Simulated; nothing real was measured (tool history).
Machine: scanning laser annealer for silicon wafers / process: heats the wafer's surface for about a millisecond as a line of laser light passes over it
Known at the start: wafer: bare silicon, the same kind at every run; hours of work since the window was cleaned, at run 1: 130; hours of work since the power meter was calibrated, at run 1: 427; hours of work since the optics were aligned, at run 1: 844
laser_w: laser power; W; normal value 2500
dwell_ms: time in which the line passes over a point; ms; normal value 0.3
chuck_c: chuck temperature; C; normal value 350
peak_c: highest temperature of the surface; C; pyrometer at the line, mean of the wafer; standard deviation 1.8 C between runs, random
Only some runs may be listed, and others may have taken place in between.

run	hour	laser_w	dwell_ms	chuck_c	hours of work since the window was cleaned	hours of work since the power meter was calibrated	hours of work since the optics were aligned	peak_c
1	0	2500	0.3	350	130	427	844	1031
2	18.3	2500	0.3	316	139	436	853	998
3	39.6	2500	0.3	316	149	446	863	998
4	55.4	2500	0.233	316	157	454	871	921
5	77.9	2500	0.233	316	168	465	882	917
6	92.3	2500	0.233	316	175	472	889	919
7	102.7	2500	0.233	316	180	477	894	920
8	117.5	2500	0.233	316	187	485	902	915
9	131.1	2500	0.233	316	194	491	908	917
10	152.8	2500	0.233	373	205	502	919	970
11	165.4	2500	0.3	326	211	508	925	998
12	186.6	2500	0.3	326	221	519	936	998
13	206.9	2570	0.24	347	231	529	946	976
14	220.5	2570	0.24	347	238	535	952	973
15	240.5	2570	0.24	347	248	545	962	975
16	250.8	2570	0.247	368	253	550	967	1001
17	272.9	2531	0.247	387	264	561	978	1010
18	290.9	2148	0.28	350	273	570	987	889
19	309.6	2148	0.28	350	282	579	996	887
20	332.1	2148	0.28	350	293	590	1007	885
21	351.5	2148	0.28	350	303	600	1017	886
22	372	2148	0.28	350	313	610	1027	888

3 options for the next run, each taken on its own from the tool as it stands now. Forecast them:
A	384.5	2148	0.32	350	319	616	1033	?
B	384.5	2233	0.296	362	319	616	1033	?
C	384.5	2677	0.27	374	319	616	1033	?

run	peak_c
A	918
B	940
C	1059
The same runs, with their run-to-run variation unchanged, on a tool lacking any hidden condition would have given:
run	peak_c
A	951
B	973
C	1098
